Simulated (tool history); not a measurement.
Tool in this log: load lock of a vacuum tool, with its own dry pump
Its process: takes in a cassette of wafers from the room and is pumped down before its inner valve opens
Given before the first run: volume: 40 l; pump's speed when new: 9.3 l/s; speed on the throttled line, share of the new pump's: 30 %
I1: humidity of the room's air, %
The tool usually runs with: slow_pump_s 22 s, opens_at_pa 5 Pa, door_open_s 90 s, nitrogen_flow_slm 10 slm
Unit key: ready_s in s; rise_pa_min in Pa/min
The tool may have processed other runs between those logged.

{"run": 1, "hour": 0.0, "slow_pump_s": 22, "opens_at_pa": 5, "door_open_s": 90, "nitrogen_flow_slm": 10, "I1": 47.5, "ready_s": 65.1, "rise_pa_min": 0.128}
{"run": 2, "hour": 165.9, "slow_pump_s": 22, "opens_at_pa": 5, "door_open_s": 90, "nitrogen_flow_slm": 8, "I1": 41.8, "ready_s": 65.5, "rise_pa_min": 0.127}
{"run": 3, "hour": 338.5, "slow_pump_s": 22, "opens_at_pa": 5, "door_open_s": 90, "nitrogen_flow_slm": 8, "I1": 46.9, "ready_s": 65.8, "rise_pa_min": 0.135}
{"run": 4, "hour": 569.0, "slow_pump_s": 22, "opens_at_pa": 5, "door_open_s": 90, "nitrogen_flow_slm": 10, "I1": 45.5, "ready_s": 65.7, "rise_pa_min": 0.138}
{"run": 5, "hour": 765.9, "slow_pump_s": 22, "opens_at_pa": 5, "door_open_s": 90, "nitrogen_flow_slm": 10, "I1": 43.1, "ready_s": 65.4, "rise_pa_min": 0.139}
{"run": 6, "hour": 937.6, "slow_pump_s": 22, "opens_at_pa": 5, "door_open_s": 90, "nitrogen_flow_slm": 10, "I1": 47.9, "ready_s": 66.9, "rise_pa_min": 0.145}
{"run": 7, "hour": 1166.4, "slow_pump_s": 22, "opens_at_pa": 5, "door_open_s": 90, "nitrogen_flow_slm": 10, "I1": 41.2, "ready_s": 65.8, "rise_pa_min": 0.154}
{"run": 8, "hour": 1394.7, "slow_pump_s": 22, "opens_at_pa": 5, "door_open_s": 90, "nitrogen_flow_slm": 10, "I1": 43.9, "ready_s": 65.7, "rise_pa_min": 0.156}
{"run": 9, "hour": 1537.9, "slow_pump_s": 20, "opens_at_pa": 5, "door_open_s": 90, "nitrogen_flow_slm": 10, "I1": 46.5, "ready_s": 64.8, "rise_pa_min": 0.164}
{"run": 10, "hour": 1698.8, "slow_pump_s": 22, "opens_at_pa": 5, "door_open_s": 90, "nitrogen_flow_slm": 11, "I1": 47.8, "ready_s": 66.3, "rise_pa_min": 0.164}
{"run": 11, "hour": 1962.2, "slow_pump_s": 22, "opens_at_pa": 5, "door_open_s": 90, "nitrogen_flow_slm": 11, "I1": 46.3, "ready_s": 65.4, "rise_pa_min": 0.179}
{"run": 12, "hour": 2210.9, "slow_pump_s": 22, "opens_at_pa": 5, "door_open_s": 90, "nitrogen_flow_slm": 11, "I1": 44, "ready_s": 66.3, "rise_pa_min": 0.182}
{"run": 13, "hour": 2524.9, "slow_pump_s": 22, "opens_at_pa": 5, "door_open_s": 90, "nitrogen_flow_slm": 11, "I1": 44.4, "ready_s": 66.2, "rise_pa_min": 0.194}
{"run": 14, "hour": 2757.8, "slow_pump_s": 22, "opens_at_pa": 5, "door_open_s": 90, "nitrogen_flow_slm": 11, "I1": 46.1, "ready_s": 67.3, "rise_pa_min": 0.202}
{"run": 15, "hour": 3069.5, "slow_pump_s": 22, "opens_at_pa": 5, "door_open_s": 90, "nitrogen_flow_slm": 11, "I1": 40.8, "ready_s": 66.3, "rise_pa_min": 0.208}
{"run": 16, "hour": 3402.6, "slow_pump_s": 40, "opens_at_pa": 5, "door_open_s": 90, "nitrogen_flow_slm": 11, "I1": 47.1, "ready_s": 79.4, "rise_pa_min": 0.218}
{"run": 17, "hour": 3683.4, "slow_pump_s": 40, "opens_at_pa": 5, "door_open_s": 42, "nitrogen_flow_slm": 11, "I1": 45.2, "ready_s": 78.7, "rise_pa_min": 0.212}
{"run": 18, "hour": 3868.9, "slow_pump_s": 40, "opens_at_pa": 5, "door_open_s": 42, "nitrogen_flow_slm": 11, "I1": 44.8, "ready_s": 78.3, "rise_pa_min": 0.222}
{"run": 19, "hour": 4087.9, "slow_pump_s": 22, "opens_at_pa": 5, "door_open_s": 90, "nitrogen_flow_slm": 37, "I1": 44.6, "ready_s": 67.4, "rise_pa_min": 0.224}
{"run": 20, "hour": 4397.4, "slow_pump_s": 25, "opens_at_pa": 10, "door_open_s": 96, "nitrogen_flow_slm": 10, "I1": 41.6, "ready_s": 66.1, "rise_pa_min": 0.258}
{"run": 21, "hour": 4537.6, "slow_pump_s": 27, "opens_at_pa": 5, "door_open_s": 146, "nitrogen_flow_slm": 10, "I1": 45.2, "ready_s": 69.9, "rise_pa_min": 0.269}
{"run": 22, "hour": 4724.0, "slow_pump_s": 22, "opens_at_pa": 5, "door_open_s": 52, "nitrogen_flow_slm": 10, "I1": 41.4, "ready_s": 67.4, "rise_pa_min": 0.252}
{"hour": 4939.9, "done": "dry pump taken out, an overhauled one fitted"}
{"run": 23, "hour": 5012.2, "slow_pump_s": 12, "opens_at_pa": 5, "door_open_s": 90, "nitrogen_flow_slm": 10, "I1": 44.7, "ready_s": 52.1, "rise_pa_min": 0.278}
{"run": 24, "hour": 5307.0, "slow_pump_s": 14, "opens_at_pa": 5, "door_open_s": 90, "nitrogen_flow_slm": 5, "I1": 42.9, "ready_s": 54, "rise_pa_min": 0.295}
{"run": 25, "hour": 5590.4, "slow_pump_s": 14, "opens_at_pa": 5, "door_open_s": 90, "nitrogen_flow_slm": 5, "I1": 46.9, "ready_s": 53.5, "rise_pa_min": 0.321}
{"run": 26, "hour": 5863.4, "slow_pump_s": 34, "opens_at_pa": 5, "door_open_s": 90, "nitrogen_flow_slm": 18, "I1": 41.8, "ready_s": 67.6, "rise_pa_min": 0.303}
{"run": 27, "hour": 6105.8, "slow_pump_s": 22, "opens_at_pa": 5, "door_open_s": 129, "nitrogen_flow_slm": 16, "I1": 43.8, "ready_s": 59.2, "rise_pa_min": 0.328}
{"run": 28, "hour": 6322.6, "slow_pump_s": 13, "opens_at_pa": 7, "door_open_s": 90, "nitrogen_flow_slm": 10, "I1": 47.2, "ready_s": 52.2, "rise_pa_min": 0.332}
{"run": 29, "hour": 6585.5, "slow_pump_s": 13, "opens_at_pa": 7, "door_open_s": 90, "nitrogen_flow_slm": 10, "I1": 46, "ready_s": 52, "rise_pa_min": 0.353}
{"run": 30, "hour": 6796.3, "slow_pump_s": 33, "opens_at_pa": 8, "door_open_s": 90, "nitrogen_flow_slm": 10, "I1": 44.8, "ready_s": 65.6, "rise_pa_min": 0.35}
{"run": 31, "hour": 7102.5, "slow_pump_s": 22, "opens_at_pa": 5, "door_open_s": 183, "nitrogen_flow_slm": 10, "I1": 44.5, "ready_s": 60, "rise_pa_min": 0.401}
{"run": 32, "hour": 7341.5, "slow_pump_s": 16, "opens_at_pa": 5, "door_open_s": 84, "nitrogen_flow_slm": 44, "I1": 50.8, "ready_s": 56.9, "rise_pa_min": 0.364}
{"run": 33, "hour": 7538.7, "slow_pump_s": 38, "opens_at_pa": 5, "door_open_s": 90, "nitrogen_flow_slm": 35, "I1": 46.3, "ready_s": 71.4, "rise_pa_min": 0.374}
{"run": 34, "hour": 7868.2, "slow_pump_s": 38, "opens_at_pa": 5, "door_open_s": 90, "nitrogen_flow_slm": 35, "I1": 43.9, "ready_s": 70.5, "rise_pa_min": 0.384}

Here are 5 independent what-if runs from the current tool condition. What would each one return?
{"run": "A", "hour": 8097.3, "slow_pump_s": 21, "opens_at_pa": 5, "door_open_s": 75, "nitrogen_flow_slm": 10, "I1": 43.6, "ready_s": "?", "rise_pa_min": "?"}
{"run": "B", "hour": 8097.3, "slow_pump_s": 38, "opens_at_pa": 4, "door_open_s": 90, "nitrogen_flow_slm": 35, "I1": 44.9, "ready_s": "?", "rise_pa_min": "?"}
{"run": "C", "hour": 8097.3, "slow_pump_s": 19, "opens_at_pa": 10, "door_open_s": 86, "nitrogen_flow_slm": 35, "I1": 48, "ready_s": "?", "rise_pa_min": "?"}
{"run": "D", "hour": 8097.3, "slow_pump_s": 35, "opens_at_pa": 10, "door_open_s": 90, "nitrogen_flow_slm": 35, "I1": 44.2, "ready_s": "?", "rise_pa_min": "?"}
{"run": "E", "hour": 8097.3, "slow_pump_s": 17, "opens_at_pa": 7, "door_open_s": 90, "nitrogen_flow_slm": 5, "I1": 47.1, "ready_s": "?", "rise_pa_min": "?"}

run=A ready_s=59.3 rise_pa_min=0.417
run=B ready_s=72.4 rise_pa_min=0.401
run=C ready_s=55.3 rise_pa_min=0.398
run=D ready_s=66.1 rise_pa_min=0.392
run=E ready_s=54.7 rise_pa_min=0.432
What these runs would have given with no unlogged condition in the tool:
run=A ready_s=57.2 rise_pa_min=0.033
run=B ready_s=70.5 rise_pa_min=0.014
run=C ready_s=53.2 rise_pa_min=0.023
run=D ready_s=64.4 rise_pa_min=0.02
run=E ready_s=52.6 rise_pa_min=0.048

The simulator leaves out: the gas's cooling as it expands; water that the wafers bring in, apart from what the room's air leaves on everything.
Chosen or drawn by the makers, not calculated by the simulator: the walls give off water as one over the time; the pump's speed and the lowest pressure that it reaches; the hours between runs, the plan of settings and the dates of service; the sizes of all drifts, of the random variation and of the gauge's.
